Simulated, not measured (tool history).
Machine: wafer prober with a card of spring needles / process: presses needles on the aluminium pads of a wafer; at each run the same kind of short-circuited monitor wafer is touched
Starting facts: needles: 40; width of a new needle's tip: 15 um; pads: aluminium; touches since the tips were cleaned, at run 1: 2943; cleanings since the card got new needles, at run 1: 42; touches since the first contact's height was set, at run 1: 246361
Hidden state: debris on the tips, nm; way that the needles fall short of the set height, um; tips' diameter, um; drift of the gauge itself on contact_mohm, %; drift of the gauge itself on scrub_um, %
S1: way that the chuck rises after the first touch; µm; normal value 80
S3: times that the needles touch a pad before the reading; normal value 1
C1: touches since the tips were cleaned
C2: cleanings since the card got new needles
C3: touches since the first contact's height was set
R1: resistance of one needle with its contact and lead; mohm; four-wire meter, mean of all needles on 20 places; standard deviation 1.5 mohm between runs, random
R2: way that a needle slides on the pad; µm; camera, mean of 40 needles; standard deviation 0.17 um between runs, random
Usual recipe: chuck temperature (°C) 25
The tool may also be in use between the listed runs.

Run 1, day 0: usual settings; C1 2943; C2 42; C3 246361. Result: R1 137 mohm, R2 17.26 µm.
At day 0.192: tips cleaned on abrasive film.
At day 0.204: height of the first contact set anew.
At day 0.671: tips cleaned on abrasive film.
Run 2, day 0.75: usual settings; C1 972; C2 44; C3 6561. Result: R1 136 mohm, R2 17.27 µm.
At day 1.142: tips cleaned on abrasive film.
Run 3, day 1.442: usual settings; C1 3629; C2 45; C3 14823. Result: R1 137 mohm, R2 17.22 µm.
At day 1.6: tips cleaned on abrasive film.
At day 2.033: tips cleaned on abrasive film.
At day 2.508: tips cleaned on abrasive film.
Run 4, day 2.508: usual settings; C1 0; C2 48; C3 27543. Result: R1 138 mohm, R2 17.05 µm.
At day 2.979: tips cleaned on abrasive film.
Run 5, day 3.025: usual settings; C1 556; C2 49; C3 33720. Result: R1 137 mohm, R2 17.37 µm.
At day 3.462: tips cleaned on abrasive film.
At day 3.933: tips cleaned on abrasive film.
Run 6, day 4.054: usual settings; C1 1424; C2 51; C3 45999. Result: R1 137 mohm, R2 17.24 µm.
At day 4.442: tips cleaned on abrasive film.
Run 7, day 4.779: usual settings; C1 4047; C2 52; C3 54689. Result: R1 138 mohm, R2 17.28 µm.
At day 4.879: tips cleaned on abrasive film.
At day 5.358: tips cleaned on abrasive film.
Run 8, day 5.771: usual settings; C1 4969; C2 54; C3 66526. Result: R1 139 mohm, R2 17.22 µm.
At day 5.854: tips cleaned on abrasive film.
At day 6.333: tips cleaned on abrasive film.
Run 9, day 6.683: usual settings; C1 4202; C2 56; C3 77434. Result: R1 136 mohm, R2 17.59 µm.
At day 6.8: tips cleaned on abrasive film.
At day 7.325: tips cleaned on abrasive film.
At day 7.762: tips cleaned on abrasive film.
Run 10, day 7.762: usual settings; C1 0; C2 59; C3 90276. Result: R1 136 mohm, R2 17.19 µm.
At day 8.267: tips cleaned on abrasive film.
Run 11, day 8.617: usual settings; C1 4208; C2 60; C3 100522. Result: R1 138 mohm, R2 17.07 µm.
At day 8.762: tips cleaned on abrasive film.
At day 9.246: tips cleaned on abrasive film.
Run 12, day 9.558: usual settings; C1 3744; C2 62; C3 111772. Result: R1 138 mohm, R2 17.52 µm.
At day 9.717: tips cleaned on abrasive film.
At day 10.2: tips cleaned on abrasive film.
Run 13, day 10.592: usual settings; C1 4717; C2 64; C3 124116. Result: R1 136 mohm, R2 17.18 µm.
At day 10.692: tips cleaned on abrasive film.
Run 14, day 11.062: usual settings; C1 4450; C2 65; C3 129765. Result: R1 138 mohm, R2 17.29 µm.
At day 11.162: tips cleaned on abrasive film.
At day 11.629: tips cleaned on abrasive film.
At day 12.062: tips cleaned on abrasive film.
Run 15, day 12.079: usual settings; C1 184; C2 68; C3 141863. Result: R1 137 mohm, R2 17.31 µm.
At day 12.5: tips cleaned on abrasive film.
Run 16, day 12.692: usual settings but chuck temperature (°C) 56; C1 2306; C2 69; C3 149215. Result: R1 142 mohm, R2 17.19 µm.
At day 12.946: tips cleaned on abrasive film.
At day 13.388: tips cleaned on abrasive film.
Run 17, day 13.55: usual settings but S1 66 µm, chuck temperature (°C) 58, S3 2; C1 1947; C2 71; C3 159426. Result: R1 144 mohm, R2 14.27 µm.

Forecast run 18:
At day 13.858: tips cleaned on abrasive film.
At day 14.346: tips cleaned on abrasive film.
Run 18, day 14.529: usual settings but S1 66 µm, chuck temperature (°C) 58, S3 2; C1 2234; C2 73; C3 171148. Result: R1 ?, R2 ?.

Logged for run 18: R1 147 mohm, R2 14.04 µm.
With no hidden state in the tool, this same run would have given R1 147 mohm, R2 14.05 µm.

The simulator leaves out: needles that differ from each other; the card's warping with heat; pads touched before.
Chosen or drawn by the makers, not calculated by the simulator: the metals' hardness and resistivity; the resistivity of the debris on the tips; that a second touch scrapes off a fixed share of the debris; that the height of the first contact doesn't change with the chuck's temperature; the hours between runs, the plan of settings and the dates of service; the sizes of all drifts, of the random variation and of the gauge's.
